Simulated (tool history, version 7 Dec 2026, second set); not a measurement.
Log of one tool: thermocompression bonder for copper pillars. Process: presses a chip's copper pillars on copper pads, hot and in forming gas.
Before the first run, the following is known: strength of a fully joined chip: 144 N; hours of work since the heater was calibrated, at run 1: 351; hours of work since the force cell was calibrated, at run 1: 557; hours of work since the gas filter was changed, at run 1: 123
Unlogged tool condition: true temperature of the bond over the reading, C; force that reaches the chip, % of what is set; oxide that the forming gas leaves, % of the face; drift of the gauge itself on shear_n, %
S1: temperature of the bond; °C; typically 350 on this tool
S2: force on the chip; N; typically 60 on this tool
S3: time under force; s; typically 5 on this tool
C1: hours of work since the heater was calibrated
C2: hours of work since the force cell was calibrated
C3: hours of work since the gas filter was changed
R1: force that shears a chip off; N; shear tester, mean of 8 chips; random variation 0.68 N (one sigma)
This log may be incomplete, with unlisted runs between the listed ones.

run   hour   S1  S2  S3   C1   C2   C3    R1
  1      0  350  60   5  351  557  123  67.2
  2   15.5  350  60   5  360  566  132  68.2
  3   41.9  350  60   5  376  582  148    68
  4   56.6  350  60   5  385  591  157    68
  5   85.5  350  60   5  403  609  174  67.4
  6  114.2  350  60   5  420  626  192  67.6
  7  137.1  341  79   5  434  640  205    79
  8  153.9  350  81   5  444  650  216  86.2
  9  168.2  337  60   5  452  658  224  60.9
 10  190.8  362  60   3  466  672  238    60

The same runs without the tool's hidden state, with the same run-to-run variation:
run    R1
  1  65.2
  2  66.3
  3  66.2
  4  66.2
  5  65.7
  6    66
  7  77.6
  8  85.1
  9  59.4
 10  58.7

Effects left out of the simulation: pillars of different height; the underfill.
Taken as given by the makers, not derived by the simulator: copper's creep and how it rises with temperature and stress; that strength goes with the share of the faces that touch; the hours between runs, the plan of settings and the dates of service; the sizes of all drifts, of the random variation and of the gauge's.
